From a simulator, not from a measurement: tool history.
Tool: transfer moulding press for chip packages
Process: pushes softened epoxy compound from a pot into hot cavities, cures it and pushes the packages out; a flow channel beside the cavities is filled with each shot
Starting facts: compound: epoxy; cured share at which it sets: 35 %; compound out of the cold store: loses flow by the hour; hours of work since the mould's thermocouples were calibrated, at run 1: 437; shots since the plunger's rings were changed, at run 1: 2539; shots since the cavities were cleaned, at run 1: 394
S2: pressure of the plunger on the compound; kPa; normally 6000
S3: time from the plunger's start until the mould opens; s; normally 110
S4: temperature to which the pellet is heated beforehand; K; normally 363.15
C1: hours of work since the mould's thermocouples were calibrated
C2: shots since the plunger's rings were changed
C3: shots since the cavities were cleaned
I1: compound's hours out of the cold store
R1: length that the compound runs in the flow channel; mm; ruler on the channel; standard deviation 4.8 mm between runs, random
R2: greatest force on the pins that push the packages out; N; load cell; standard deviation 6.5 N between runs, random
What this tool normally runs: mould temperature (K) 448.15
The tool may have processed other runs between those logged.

{"run": 1, "day": 0.0, "mould temperature (K)": 448.15, "S2": 6000, "S3": 110, "S4": 363.15, "C1": 437, "C2": 2539, "C3": 394, "I1": 31.7, "R1": 731, "R2": 252}
{"day": 1.417, "done": "cavities cleaned with cleaning compound and waxed"}
{"run": 2, "day": 3.342, "mould temperature (K)": 448.15, "S2": 6000, "S3": 110, "S4": 363.15, "C1": 482, "C2": 3312, "C3": 454, "I1": 29.2, "R1": 742, "R2": 263}
{"day": 4.004, "done": "plunger's sealing rings changed"}
{"day": 4.538, "done": "cavities cleaned with cleaning compound and waxed"}
{"run": 3, "day": 5.292, "mould temperature (K)": 448.15, "S2": 6000, "S3": 110, "S4": 363.15, "C1": 507, "C2": 288, "C3": 177, "I1": 32.3, "R1": 718, "R2": 250}
{"day": 7.512, "done": "cavities cleaned with cleaning compound and waxed"}
{"run": 4, "day": 8.567, "mould temperature (K)": 448.15, "S2": 6000, "S3": 110, "S4": 363.15, "C1": 551, "C2": 1045, "C3": 248, "I1": 28.3, "R1": 747, "R2": 264}
{"day": 10.604, "done": "cavities cleaned with cleaning compound and waxed"}
{"run": 5, "day": 11.696, "mould temperature (K)": 448.15, "S2": 7180, "S3": 110, "S4": 363.15, "C1": 593, "C2": 1768, "C3": 257, "I1": 32.1, "R1": 807, "R2": 260}
{"day": 13.629, "done": "cavities cleaned with cleaning compound and waxed"}
{"run": 6, "day": 14.708, "mould temperature (K)": 448.15, "S2": 6000, "S3": 110, "S4": 363.15, "C1": 634, "C2": 2462, "C3": 253, "I1": 27, "R1": 756, "R2": 251}
{"day": 16.679, "done": "cavities cleaned with cleaning compound and waxed"}
{"run": 7, "day": 18.188, "mould temperature (K)": 448.15, "S2": 6000, "S3": 110, "S4": 363.15, "C1": 681, "C2": 3268, "C3": 355, "I1": 45.2, "R1": 703, "R2": 251}
{"day": 19.3, "done": "plunger's sealing rings changed"}
{"day": 19.683, "done": "cavities cleaned with cleaning compound and waxed"}
{"run": 8, "day": 20.888, "mould temperature (K)": 448.15, "S2": 6000, "S3": 110, "S4": 363.15, "C1": 715, "C2": 360, "C3": 284, "I1": 15.3, "R1": 785, "R2": 265}
{"day": 21.183, "done": "mould's thermocouples calibrated"}
{"day": 22.808, "done": "cavities cleaned with cleaning compound and waxed"}
{"run": 9, "day": 24.371, "mould temperature (K)": 448.15, "S2": 6000, "S3": 110, "S4": 370.15, "C1": 43, "C2": 1146, "C3": 368, "I1": 38.3, "R1": 718, "R2": 257}
{"day": 25.783, "done": "cavities cleaned with cleaning compound and waxed"}
{"run": 10, "day": 28.412, "mould temperature (K)": 448.15, "S2": 6000, "S3": 110, "S4": 370.15, "C1": 98, "C2": 2084, "C3": 620, "I1": 20.4, "R1": 766, "R2": 258}
{"day": 28.708, "done": "cavities cleaned with cleaning compound and waxed"}
{"day": 31.904, "done": "cavities cleaned with cleaning compound and waxed"}
{"run": 11, "day": 32.054, "mould temperature (K)": 448.15, "S2": 6000, "S3": 110, "S4": 370.15, "C1": 146, "C2": 2912, "C3": 35, "I1": 47.9, "R1": 678, "R2": 259}
{"day": 34.638, "done": "plunger's sealing rings changed"}
{"day": 34.917, "done": "cavities cleaned with cleaning compound and waxed"}
{"run": 12, "day": 35.071, "mould temperature (K)": 448.15, "S2": 6000, "S3": 110, "S4": 370.15, "C1": 185, "C2": 87, "C3": 36, "I1": 32.7, "R1": 731, "R2": 251}
{"run": 13, "day": 37.596, "mould temperature (K)": 448.15, "S2": 6000, "S3": 110, "S4": 363.15, "C1": 220, "C2": 683, "C3": 632, "I1": 10.7, "R1": 809, "R2": 259}
{"day": 37.908, "done": "cavities cleaned with cleaning compound and waxed"}
{"run": 14, "day": 40.342, "mould temperature (K)": 448.15, "S2": 6000, "S3": 110, "S4": 363.15, "C1": 257, "C2": 1315, "C3": 574, "I1": 23.4, "R1": 763, "R2": 256}
{"day": 40.938, "done": "cavities cleaned with cleaning compound and waxed"}
{"run": 15, "day": 43.354, "mould temperature (K)": 448.15, "S2": 6000, "S3": 102, "S4": 363.15, "C1": 297, "C2": 2009, "C3": 569, "I1": 16.5, "R1": 791, "R2": 277}
{"day": 44.154, "done": "cavities cleaned with cleaning compound and waxed"}
{"run": 16, "day": 45.271, "mould temperature (K)": 448.15, "S2": 6000, "S3": 102, "S4": 363.15, "C1": 323, "C2": 2446, "C3": 262, "I1": 11.2, "R1": 811, "R2": 275}
{"day": 47.238, "done": "cavities cleaned with cleaning compound and waxed"}
{"run": 17, "day": 47.25, "mould temperature (K)": 448.15, "S2": 6590, "S3": 102, "S4": 357.15, "C1": 349, "C2": 2898, "C3": 3, "I1": 42.9, "R1": 732, "R2": 267}
{"day": 49.725, "done": "plunger's sealing rings changed"}
{"day": 50.392, "done": "cavities cleaned with cleaning compound and waxed"}
{"run": 18, "day": 50.483, "mould temperature (K)": 456.15, "S2": 6590, "S3": 109, "S4": 361.15, "C1": 391, "C2": 163, "C3": 22, "I1": 46.5, "R1": 693, "R2": 241}
{"day": 53.358, "done": "cavities cleaned with cleaning compound and waxed"}
{"run": 19, "day": 53.588, "mould temperature (K)": 456.15, "S2": 5500, "S3": 108, "S4": 361.15, "C1": 433, "C2": 880, "C3": 54, "I1": 27.1, "R1": 687, "R2": 237}
{"day": 56.429, "done": "cavities cleaned with cleaning compound and waxed"}
{"run": 20, "day": 57.375, "mould temperature (K)": 451.15, "S2": 6000, "S3": 141, "S4": 363.15, "C1": 485, "C2": 1758, "C3": 223, "I1": 43.5, "R1": 687, "R2": 245}
{"day": 59.512, "done": "cavities cleaned with cleaning compound and waxed"}
{"run": 21, "day": 60.288, "mould temperature (K)": 451.15, "S2": 5920, "S3": 93, "S4": 354.15, "C1": 524, "C2": 2429, "C3": 183, "I1": 39.1, "R1": 697, "R2": 260}
{"day": 62.588, "done": "cavities cleaned with cleaning compound and waxed"}
{"run": 22, "day": 62.829, "mould temperature (K)": 451.15, "S2": 5920, "S3": 93, "S4": 354.15, "C1": 558, "C2": 3013, "C3": 57, "I1": 26.9, "R1": 734, "R2": 267}
{"day": 65.021, "done": "plunger's sealing rings changed"}
{"day": 65.621, "done": "cavities cleaned with cleaning compound and waxed"}
{"run": 23, "day": 65.679, "mould temperature (K)": 450.15, "S2": 6200, "S3": 93, "S4": 354.15, "C1": 595, "C2": 140, "C3": 14, "I1": 45, "R1": 695, "R2": 279}
{"day": 68.617, "done": "cavities cleaned with cleaning compound and waxed"}
{"run": 24, "day": 68.683, "mould temperature (K)": 455.15, "S2": 6000, "S3": 110, "S4": 363.15, "C1": 635, "C2": 833, "C3": 15, "I1": 44.3, "R1": 674, "R2": 239}
{"run": 25, "day": 70.867, "mould temperature (K)": 454.15, "S2": 6000, "S3": 110, "S4": 363.15, "C1": 665, "C2": 1347, "C3": 529, "I1": 10.1, "R1": 787, "R2": 243}
{"day": 71.579, "done": "cavities cleaned with cleaning compound and waxed"}
{"day": 74.45, "done": "cavities cleaned with cleaning compound and waxed"}
{"day": 75.0, "done": "mould's thermocouples calibrated"}
{"run": 26, "day": 75.192, "mould temperature (K)": 454.15, "S2": 6000, "S3": 110, "S4": 363.15, "C1": 3, "C2": 2317, "C3": 155, "I1": 33.8, "R1": 711, "R2": 235}
{"day": 77.479, "done": "cavities cleaned with cleaning compound and waxed"}
{"run": 27, "day": 77.479, "mould temperature (K)": 454.15, "S2": 6000, "S3": 110, "S4": 363.15, "C1": 33, "C2": 2842, "C3": 0, "I1": 31.6, "R1": 718, "R2": 240}

Across each entry between runs, compare the hidden state at the last listed run before it with the hidden state at the first listed run after it:
In the gap between runs 1 and 2: cavities cleaned with cleaning compound and waxed (day 1.417)
  pressure that reaches the compound, % of what is set: 99.83 -> 99.79
In the gap between runs 2 and 3: plunger's sealing rings changed (day 4.004); cavities cleaned with cleaning compound and waxed (day 4.538)
  pressure that reaches the compound, % of what is set: 99.79 -> 99.98; grip of the stained cavities, % over clean ones': 1 -> 0.5
In the gap between runs 3 and 4: cavities cleaned with cleaning compound and waxed (day 7.512)
  pressure that reaches the compound, % of what is set: 99.98 -> 99.94; grip of the stained cavities, % over clean ones': 0.5 -> 0.6
In the gap between runs 4 and 5: cavities cleaned with cleaning compound and waxed (day 10.604)
  pressure that reaches the compound, % of what is set: 99.94 -> 99.89; grip of the stained cavities, % over clean ones': 0.6 -> 0.7
In the gap between runs 5 and 6: cavities cleaned with cleaning compound and waxed (day 13.629)
  pressure that reaches the compound, % of what is set: 99.89 -> 99.85
In the gap between runs 6 and 7: cavities cleaned with cleaning compound and waxed (day 16.679)
  pressure that reaches the compound, % of what is set: 99.85 -> 99.8; grip of the stained cavities, % over clean ones': 0.7 -> 0.8
In the gap between runs 7 and 8: plunger's sealing rings changed (day 19.3); cavities cleaned with cleaning compound and waxed (day 19.683)
  true mould temperature over the reading, C: 0.01 -> 0.02; pressure that reaches the compound, % of what is set: 99.8 -> 99.97; grip of the stained cavities, % over clean ones': 0.8 -> 0.7
In the gap between runs 8 and 9: mould's thermocouples calibrated (day 21.183); cavities cleaned with cleaning compound and waxed (day 22.808)
  true mould temperature over the reading, C: 0.02 -> -0.01; pressure that reaches the compound, % of what is set: 99.97 -> 99.92; grip of the stained cavities, % over clean ones': 0.7 -> 0.8
In the gap between runs 9 and 10: cavities cleaned with cleaning compound and waxed (day 25.783)
  pressure that reaches the compound, % of what is set: 99.92 -> 99.87; grip of the stained cavities, % over clean ones': 0.8 -> 1.2
In the gap between runs 10 and 11: cavities cleaned with cleaning compound and waxed (day 28.708); cavities cleaned with cleaning compound and waxed (day 31.904)
  pressure that reaches the compound, % of what is set: 99.87 -> 99.82; grip of the stained cavities, % over clean ones': 1.2 -> 0.1
In the gap between runs 11 and 12: plunger's sealing rings changed (day 34.638); cavities cleaned with cleaning compound and waxed (day 34.917)
  pressure that reaches the compound, % of what is set: 99.82 -> 99.99
In the gap between runs 13 and 14: cavities cleaned with cleaning compound and waxed (day 37.908)
  pressure that reaches the compound, % of what is set: 99.96 -> 99.92; grip of the stained cavities, % over clean ones': 1.2 -> 1.1
In the gap between runs 14 and 15: cavities cleaned with cleaning compound and waxed (day 40.938)
  pressure that reaches the compound, % of what is set: 99.92 -> 99.88
In the gap between runs 15 and 16: cavities cleaned with cleaning compound and waxed (day 44.154)
  pressure that reaches the compound, % of what is set: 99.88 -> 99.85; grip of the stained cavities, % over clean ones': 1.1 -> 0.7
In the gap between runs 16 and 17: cavities cleaned with cleaning compound and waxed (day 47.238)
  pressure that reaches the compound, % of what is set: 99.85 -> 99.82; grip of the stained cavities, % over clean ones': 0.7 -> 0
In the gap between runs 17 and 18: plunger's sealing rings changed (day 49.725); cavities cleaned with cleaning compound and waxed (day 50.392)
  pressure that reaches the compound, % of what is set: 99.82 -> 99.98; grip of the stained cavities, % over clean ones': 0 -> 0.1
In the gap between runs 18 and 19: cavities cleaned with cleaning compound and waxed (day 53.358)
  pressure that reaches the compound, % of what is set: 99.98 -> 99.94; grip of the stained cavities, % over clean ones': 0.1 -> 0.2
In the gap between runs 19 and 20: cavities cleaned with cleaning compound and waxed (day 56.429)
  pressure that reaches the compound, % of what is set: 99.94 -> 99.88; grip of the stained cavities, % over clean ones': 0.2 -> 0.7
In the gap between runs 20 and 21: cavities cleaned with cleaning compound and waxed (day 59.512)
  pressure that reaches the compound, % of what is set: 99.88 -> 99.84; grip of the stained cavities, % over clean ones': 0.7 -> 0.5
In the gap between runs 21 and 22: cavities cleaned with cleaning compound and waxed (day 62.588)
  pressure that reaches the compound, % of what is set: 99.84 -> 99.8; grip of the stained cavities, % over clean ones': 0.5 -> 0.2
In the gap between runs 22 and 23: plunger's sealing rings changed (day 65.021); cavities cleaned with cleaning compound and waxed (day 65.621)
  pressure that reaches the compound, % of what is set: 99.8 -> 99.99; grip of the stained cavities, % over clean ones': 0.2 -> 0.1
In the gap between runs 23 and 24: cavities cleaned with cleaning compound and waxed (day 68.617)
  pressure that reaches the compound, % of what is set: 99.99 -> 99.95
In the gap between runs 25 and 26: cavities cleaned with cleaning compound and waxed (day 71.579); cavities cleaned with cleaning compound and waxed (day 74.45); mould's thermocouples calibrated (day 75)
  true mould temperature over the reading, C: 0.01 -> -0.01; pressure that reaches the compound, % of what is set: 99.91 -> 99.85; grip of the stained cavities, % over clean ones': 1.1 -> 0.4
In the gap between runs 26 and 27: cavities cleaned with cleaning compound and waxed (day 77.479)
  true mould temperature over the reading, C: -0.01 -> 0; pressure that reaches the compound, % of what is set: 99.85 -> 99.82; grip of the stained cavities, % over clean ones': 0.4 -> 0

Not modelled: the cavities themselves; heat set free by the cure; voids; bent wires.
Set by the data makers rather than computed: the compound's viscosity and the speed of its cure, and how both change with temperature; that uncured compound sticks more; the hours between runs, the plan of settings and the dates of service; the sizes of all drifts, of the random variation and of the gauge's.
